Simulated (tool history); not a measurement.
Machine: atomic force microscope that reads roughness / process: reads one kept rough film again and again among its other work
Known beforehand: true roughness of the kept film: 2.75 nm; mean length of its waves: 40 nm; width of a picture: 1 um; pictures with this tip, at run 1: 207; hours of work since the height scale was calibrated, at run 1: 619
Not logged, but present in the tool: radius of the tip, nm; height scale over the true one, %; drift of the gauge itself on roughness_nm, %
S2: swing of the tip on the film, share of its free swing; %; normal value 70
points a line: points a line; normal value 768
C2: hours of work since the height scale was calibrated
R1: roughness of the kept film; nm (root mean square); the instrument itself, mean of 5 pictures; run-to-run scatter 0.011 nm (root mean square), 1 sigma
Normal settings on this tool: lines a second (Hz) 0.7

Run 1, hour 0: usual settings; pictures with this tip 207; C2 619. Result: R1 2.518 nm (root mean square).
Run 2, hour 48.7: usual settings; pictures with this tip 306; C2 653. Result: R1 2.486 nm (root mean square).
At hour 70.9: new tip fitted.
Run 3, hour 86.1: usual settings; pictures with this tip 31; C2 678. Result: R1 2.582 nm (root mean square).
Run 4, hour 134.1: usual settings; pictures with this tip 129; C2 711. Result: R1 2.533 nm (root mean square).
Run 5, hour 183.7: usual settings; pictures with this tip 230; C2 745. Result: R1 2.471 nm (root mean square).
Run 6, hour 218.6: usual settings but S2 58 %; pictures with this tip 301; C2 769. Result: R1 2.449 nm (root mean square).
At hour 243.3: new tip fitted.
Run 7, hour 281.4: usual settings but S2 80 %; pictures with this tip 78; C2 812. Result: R1 2.531 nm (root mean square).
Run 8, hour 363.7: usual settings but S2 80 %; pictures with this tip 246; C2 869. Result: R1 2.455 nm (root mean square).
At hour 417.5: new tip fitted.
Run 9, hour 421.5: usual settings but S2 80 %; pictures with this tip 8; C2 909. Result: R1 2.578 nm (root mean square).
Run 10, hour 466.7: usual settings but S2 80 %; pictures with this tip 101; C2 940. Result: R1 2.545 nm (root mean square).
Run 11, hour 537.3: usual settings but S2 80 %; pictures with this tip 245; C2 989. Result: R1 2.448 nm (root mean square).
At hour 592.5: new tip fitted.
Run 12, hour 619: usual settings but lines a second (Hz) 1.995; pictures with this tip 54; C2 1045. Result: R1 2.502 nm (root mean square).
Run 13, hour 669.3: usual settings but lines a second (Hz) 0.747, S2 61 %, points a line 955; pictures with this tip 157; C2 1079. Result: R1 2.561 nm (root mean square).
Run 14, hour 708.6: usual settings but lines a second (Hz) 0.747, S2 61 %, points a line 955; pictures with this tip 237; C2 1106. Result: R1 2.511 nm (root mean square).

What if the next run were any one of these 5? Each begins from the tool's condition after run 14:
Run A, hour 761.9: usual settings but lines a second (Hz) 1.653; pictures with this tip 346; C2 1143. Result: R1 ?.
Run B, hour 761.9: usual settings but lines a second (Hz) 0.747, S2 61 %, points a line 864; pictures with this tip 346; C2 1143. Result: R1 ?.
Run C, hour 761.9: usual settings but lines a second (Hz) 2.851, S2 68 %, points a line 808; pictures with this tip 346; C2 1143. Result: R1 ?.
Run D, hour 761.9: usual settings but lines a second (Hz) 0.747, S2 61 %, points a line 673; pictures with this tip 346; C2 1143. Result: R1 ?.
Run E, hour 761.9: usual settings but points a line 636; pictures with this tip 346; C2 1143. Result: R1 ?.

run     R1
  A  2.387
  B  2.478
  C  2.301
  D  2.473
  E  2.447
Without the tool's unlogged condition, the same runs would have read:
run     R1
  A  2.541
  B  2.637
  C  2.449
  D  2.632
  E  2.605
